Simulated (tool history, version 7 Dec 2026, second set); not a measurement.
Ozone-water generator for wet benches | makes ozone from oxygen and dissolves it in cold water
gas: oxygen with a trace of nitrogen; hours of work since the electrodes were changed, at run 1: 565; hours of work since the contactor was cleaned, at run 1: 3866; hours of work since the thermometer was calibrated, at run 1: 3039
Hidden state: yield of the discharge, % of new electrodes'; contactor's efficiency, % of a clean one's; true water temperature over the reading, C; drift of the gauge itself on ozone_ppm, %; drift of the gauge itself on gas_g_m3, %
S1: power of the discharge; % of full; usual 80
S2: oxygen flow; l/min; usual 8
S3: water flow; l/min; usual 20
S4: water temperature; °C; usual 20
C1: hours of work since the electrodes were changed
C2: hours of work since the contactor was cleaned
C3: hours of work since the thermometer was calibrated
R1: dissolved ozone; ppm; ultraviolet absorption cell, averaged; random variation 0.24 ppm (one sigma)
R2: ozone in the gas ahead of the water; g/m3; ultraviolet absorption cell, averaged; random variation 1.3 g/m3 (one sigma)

run   hour  S1     S2  S3  S4    C1    C2    C3    R1     R2
  1      0  80      8  20  20   565  3866  3039  36.8  246.8
  2   20.8  80      8  20  20   578  3879  3051  36.4  249.4
  3   53.1  80      8  20  20   597  3898  3071  36.4  247.8
  4   90.7  80   10.8  20  20   620  3921  3093  37.3  223.7
  5  133.5  80   10.8  20  20   646  3947  3119  37.3  220.8
  6  170.5  75      8  20  20   668  3969  3142  35.4  238.8
  7  194.8  75      8  20  20   683  3984  3157  35.3  239.3
  8  241.5  75      8  20  20   711  4012  3185  35.2  237.5
  9  286.8  75      8  20  20   739  4040  3212  34.8    238
 10  313.8  80      8  20  20   755  4056  3228  36.6  246.5
 11  342.6  71      8  20  20   773  4073  3246  33.8  231.4
 12  380.7  80      8  20  20   796  4096  3269  36.4  245.6
 13  412.7  80      8  20  20   815  4116  3288  36.6  244.6
 14  455.1  80      8  20  20   841  4141  3314  36.7  251.2
 15  475.4  80   6.86  20  20   853  4154  3326  35.7  260.5
 16  504.2  41   8.51  14  23   870  4171  3344  28.4  167.6
 17  545.8  80  12.05  27  20   896  4196  3369  31.9  215.7
 18  592.9  52  10.07  12  18   924  4225  3397  38.4    180
 19  632.1  52  10.07  12  18   948  4249  3421  38.7    182
 20  659.4  46  10.45  20  25   964  4265  3438  24.6  166.4
 21  704.4  80   4.12  20  20   992  4292  3465  32.2  307.2
 22  746.4  65  13.21  20  16  1017  4318  3490  36.1  188.5
 23  765.9  65  13.21  20  16  1029  4330  3502  36.6  186.5
 24  789.6  67      8  25  20  1043  4344  3516  28.6  224.9
 25    833  67   7.19  25  16  1069  4370  3543  30.3  232.8
 26  869.5  80   5.13  13  20  1091  4392  3565  43.8  287.1
 27  907.7  94   5.13  12  18  1115  4415  3588  51.9  311.8
 28    933  63      8  25  21  1130  4431  3603  27.7  217.2

5 ways to go on from here, each from the tool as it stands after run 28. What would each give?
  A  966.2  76      8  20  20  1150  4451  3623   ?   ?
  B  966.2  63      8  24  21  1150  4451  3623   ?   ?
  C  966.2  63      8  25  15  1150  4451  3623   ?   ?
  D  966.2  63  12.12  25  21  1150  4451  3623   ?   ?
  E  966.2  47      8  14  24  1150  4451  3623   ?   ?

run    R1     R2
  A  35.5    240
  B  28.3  218.8
  C  30.3    218
  D  28.7  189.4
  E    30  186.5
Without the tool's hidden state the same runs would have given:
run    R1     R2
  A  35.5  240.2
  B  28.3    219
  C  30.3  218.2
  D  28.8  189.5
  E    30  186.6
